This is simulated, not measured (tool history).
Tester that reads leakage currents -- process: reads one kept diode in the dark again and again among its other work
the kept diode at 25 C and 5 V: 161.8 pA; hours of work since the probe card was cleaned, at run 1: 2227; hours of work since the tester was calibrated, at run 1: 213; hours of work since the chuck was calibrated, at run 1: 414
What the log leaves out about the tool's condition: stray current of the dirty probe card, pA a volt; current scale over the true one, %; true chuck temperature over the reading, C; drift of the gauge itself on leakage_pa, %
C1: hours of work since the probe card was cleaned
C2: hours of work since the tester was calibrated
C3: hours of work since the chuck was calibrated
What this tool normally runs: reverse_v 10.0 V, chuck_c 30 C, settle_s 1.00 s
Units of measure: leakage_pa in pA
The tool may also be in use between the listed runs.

Run 1, day 0.000: usual settings; C1 2227; C2 213; C3 414. Result: leakage_pa 316.96 pA.
Run 2, day 6.492: usual settings but chuck_c 24 C; C1 2339; C2 324; C3 526. Result: leakage_pa 209.03 pA.
At day 9.412: probe card cleaned and baked.
Run 3, day 14.467: usual settings but reverse_v 2.7 V, chuck_c 24 C; C1 87; C2 459; C3 661. Result: leakage_pa 131.29 pA.
Run 4, day 22.296: usual settings but reverse_v 4.1 V, chuck_c 24 C; C1 221; C2 594; C3 795. Result: leakage_pa 154.08 pA.
Run 5, day 29.821: usual settings; C1 350; C2 723; C3 924. Result: leakage_pa 333.46 pA.
Run 6, day 33.529: usual settings; C1 414; C2 787; C3 988. Result: leakage_pa 336.98 pA.
Run 7, day 39.471: usual settings; C1 516; C2 889; C3 1090. Result: leakage_pa 339.95 pA.
Run 8, day 45.546: usual settings but chuck_c 50 C, settle_s 2.38 s; C1 620; C2 993; C3 1194. Result: leakage_pa 1327.35 pA.
Run 9, day 53.417: usual settings but chuck_c 50 C, settle_s 2.38 s; C1 756; C2 1128; C3 1329. Result: leakage_pa 1338.11 pA.
At day 56.667: chuck's temperature calibrated.
Run 10, day 62.204: usual settings but reverse_v 2.8 V, settle_s 0.57 s; C1 905; C2 1277; C3 95. Result: leakage_pa 195.59 pA.
Run 11, day 69.625: usual settings but reverse_v 4.5 V, chuck_c 29 C, settle_s 1.38 s; C1 1032; C2 1405; C3 222. Result: leakage_pa 216.03 pA.
Run 12, day 76.625: usual settings but reverse_v 2.1 V, chuck_c 29 C, settle_s 1.38 s; C1 1153; C2 1525; C3 343. Result: leakage_pa 168.59 pA.
Run 13, day 82.212: usual settings but chuck_c 47 C, settle_s 0.88 s; C1 1248; C2 1621; C3 439. Result: leakage_pa 1007.36 pA.

Expected results for the next run?
Run 14, day 90.983: usual settings but reverse_v 1.5 V, chuck_c 36 C, settle_s 0.53 s; C1 1399; C2 1772; C3 589. Result: leakage_pa ?.

{"run 14": {"leakage_pa": 254.12}}
With the hidden condition absent and the run-to-run variation left alone, this run would have shown leakage_pa 240.24 pA.

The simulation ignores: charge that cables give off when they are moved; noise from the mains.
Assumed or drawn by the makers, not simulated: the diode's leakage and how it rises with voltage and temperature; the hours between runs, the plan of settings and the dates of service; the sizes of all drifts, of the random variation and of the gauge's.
